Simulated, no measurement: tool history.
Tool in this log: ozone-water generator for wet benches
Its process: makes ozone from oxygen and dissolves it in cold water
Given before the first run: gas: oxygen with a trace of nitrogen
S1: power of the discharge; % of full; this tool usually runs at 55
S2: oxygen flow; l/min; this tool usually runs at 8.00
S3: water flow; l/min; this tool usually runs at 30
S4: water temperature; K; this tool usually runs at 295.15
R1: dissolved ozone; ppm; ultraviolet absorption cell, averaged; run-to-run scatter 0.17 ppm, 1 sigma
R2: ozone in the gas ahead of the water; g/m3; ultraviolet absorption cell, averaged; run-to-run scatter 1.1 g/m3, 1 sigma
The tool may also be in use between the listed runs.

| run | hour | S1 | S2 | S3 | S4 | R1 | R2 |
|---|---|---|---|---|---|---|---|
| 1 | 0.0 | 55 | 8.00 | 30 | 295.15 | 20.8 | 187.6 |
|  | 30.5 | water thermometer calibrated |
| 2 | 52.0 | 55 | 8.00 | 30 | 295.15 | 20.9 | 186.5 |
| 3 | 95.8 | 69 | 8.00 | 30 | 295.15 | 23.3 | 215.7 |
| 4 | 139.6 | 69 | 8.00 | 30 | 295.15 | 23.2 | 214.1 |
| 5 | 178.4 | 69 | 8.00 | 30 | 295.15 | 23.3 | 214.4 |
| 6 | 208.7 | 55 | 8.00 | 30 | 288.15 | 23.2 | 188.3 |
| 7 | 260.1 | 55 | 8.00 | 30 | 288.15 | 22.9 | 186.3 |
| 8 | 312.1 | 55 | 8.00 | 30 | 288.15 | 22.7 | 188.8 |
| 9 | 364.1 | 55 | 10.69 | 30 | 288.15 | 23.7 | 165.2 |
| 10 | 409.3 | 55 | 10.69 | 30 | 288.15 | 23.3 | 164.0 |
| 11 | 440.2 | 55 | 8.00 | 30 | 295.15 | 20.7 | 186.3 |
| 12 | 467.6 | 55 | 8.00 | 30 | 295.15 | 20.6 | 189.0 |
| 13 | 508.6 | 77 | 8.00 | 30 | 295.15 | 24.5 | 223.7 |
| 14 | 553.5 | 77 | 8.00 | 30 | 295.15 | 24.2 | 222.5 |
| 15 | 575.6 | 77 | 8.00 | 30 | 295.15 | 24.6 | 221.2 |
| 16 | 616.8 | 55 | 8.00 | 30 | 295.15 | 20.5 | 186.4 |
| 17 | 641.3 | 55 | 7.58 | 40 | 296.15 | 16.2 | 191.9 |
| 18 | 682.3 | 76 | 6.08 | 39 | 290.15 | 20.2 | 249.0 |
| 19 | 718.3 | 76 | 6.08 | 29 | 290.15 | 25.4 | 248.1 |

The next listed run, before its measurement:
| 20 | 758.4 | 76 | 6.85 | 48 | 299.15 | ? | ? |

Run 20 yielded R1 15.6 ppm, R2 234.8 g/m3.
If the tool had no hidden condition, the same run with the same run-to-run variation would have returned R1 18.0 ppm, R2 251.1 g/m3.
